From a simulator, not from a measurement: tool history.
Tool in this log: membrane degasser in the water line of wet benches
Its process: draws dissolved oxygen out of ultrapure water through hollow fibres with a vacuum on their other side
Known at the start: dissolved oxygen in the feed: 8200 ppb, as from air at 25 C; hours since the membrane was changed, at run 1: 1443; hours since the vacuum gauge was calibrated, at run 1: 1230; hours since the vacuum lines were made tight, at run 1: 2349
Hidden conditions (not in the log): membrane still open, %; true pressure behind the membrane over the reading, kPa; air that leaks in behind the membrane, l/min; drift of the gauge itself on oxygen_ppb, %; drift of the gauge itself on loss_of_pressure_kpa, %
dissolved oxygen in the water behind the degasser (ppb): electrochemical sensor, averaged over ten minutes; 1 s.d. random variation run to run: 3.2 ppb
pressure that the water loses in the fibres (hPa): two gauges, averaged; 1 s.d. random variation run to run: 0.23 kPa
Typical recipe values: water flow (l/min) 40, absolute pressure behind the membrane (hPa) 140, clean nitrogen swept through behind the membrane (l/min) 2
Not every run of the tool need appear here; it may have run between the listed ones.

run,hour,water flow (l/min),absolute pressure behind the membrane (hPa),clean nitrogen swept through behind the membrane (l/min),hours since the membrane was changed,hours since the vacuum gauge was calibrated,hours since the vacuum lines were made tight,dissolved oxygen in the water behind the degasser (ppb),pressure that the water loses in the fibres (hPa)
1,0,40,140,2,1443,1230,2349,572.7,602.3
2,47.6,40,250,2,1490,1277,2396,977.6,600.6
3,75.6,40,140,2,1518,1305,2424,576.4,600.4
4,122.5,57,140,2,1565,1352,2471,915.1,855
5,164.4,40,140,2,1607,1394,2513,571.1,606.4
6,187.1,40,140,2,1630,1417,2536,573.4,601.9
7,217.2,40,140,2,1660,1447,2566,574.7,600.7
8,261.2,40,140,2,1704,1491,2610,576.5,603.1
9,283.1,40,140,2,1726,1513,2632,573.9,601.1
# hour 286.5: vacuum gauge calibrated
10,325.9,40,140,2,1768,39,2674,579.6,601.5
11,352.3,40,140,2,1794,66,2700,583.5,603.1
# hour 384.5: vacuum gauge calibrated, once more
12,394.4,40,140,2,1836,10,2742,570.4,607
13,422.9,40,140,2,1864,38,2770,566.6,600
14,458.6,40,140,2,1900,74,2806,569.1,602
15,492,40,119,2,1934,107,2839,490,602.9
16,521.4,40,119,2,1963,137,2869,481.7,597.6
17,547.3,31,168,2,1989,163,2895,503.4,469.6
18,591.7,61,332,2,2033,207,2939,1833.2,921.9
19,626.2,44,332,2,2068,242,2974,1379.1,663.5
20,650.2,44,193,2,2092,266,2998,866.8,663.2
21,699.3,44,135,0.8,2141,315,3047,1085.9,666.1
22,722.4,40,143,2,2164,338,3070,581.2,606
23,752,40,100,5.23,2193,367,3099,243.2,600.6
24,793.9,40,100,1.13,2235,409,3141,584.4,606.4
25,842.3,40,100,1.13,2284,458,3190,583.8,606
26,881.9,49,93,1.68,2323,497,3229,574.3,741.6
27,906,40,266,2,2348,521,3253,1036.6,603.2
28,950.5,62,165,2.85,2392,566,3298,956.8,936.5
29,1000.6,26,314,5.86,2442,616,3348,319.5,391.8
30,1034.9,40,266,4.4,2476,650,3382,592.1,607.1
31,1083.2,40,266,4.4,2525,699,3431,595.9,606.7

Below are 5 alternative next runs, each starting from the tool's condition after run 31. Predict each:
A,1114.6,40,130,1.07,2556,730,3462,?,?
B,1114.6,40,185,4.4,2556,730,3462,?,?
C,1114.6,40,110,3.8,2556,730,3462,?,?
D,1114.6,41,140,2,2556,730,3462,?,?
E,1114.6,40,140,2.75,2556,730,3462,?,?

run,dissolved oxygen in the water behind the degasser (ppb),pressure that the water loses in the fibres (hPa)
A,794.2,605.8
B,435.7,605.6
C,310.3,603.9
D,598.1,620.3
E,466.8,603.6
With no hidden state in the tool, these same runs would have given:
run,dissolved oxygen in the water behind the degasser (ppb),pressure that the water loses in the fibres (hPa)
A,786.5,595.3
B,426.8,595.2
C,301.5,593.5
D,589,609.7
E,458,593.2
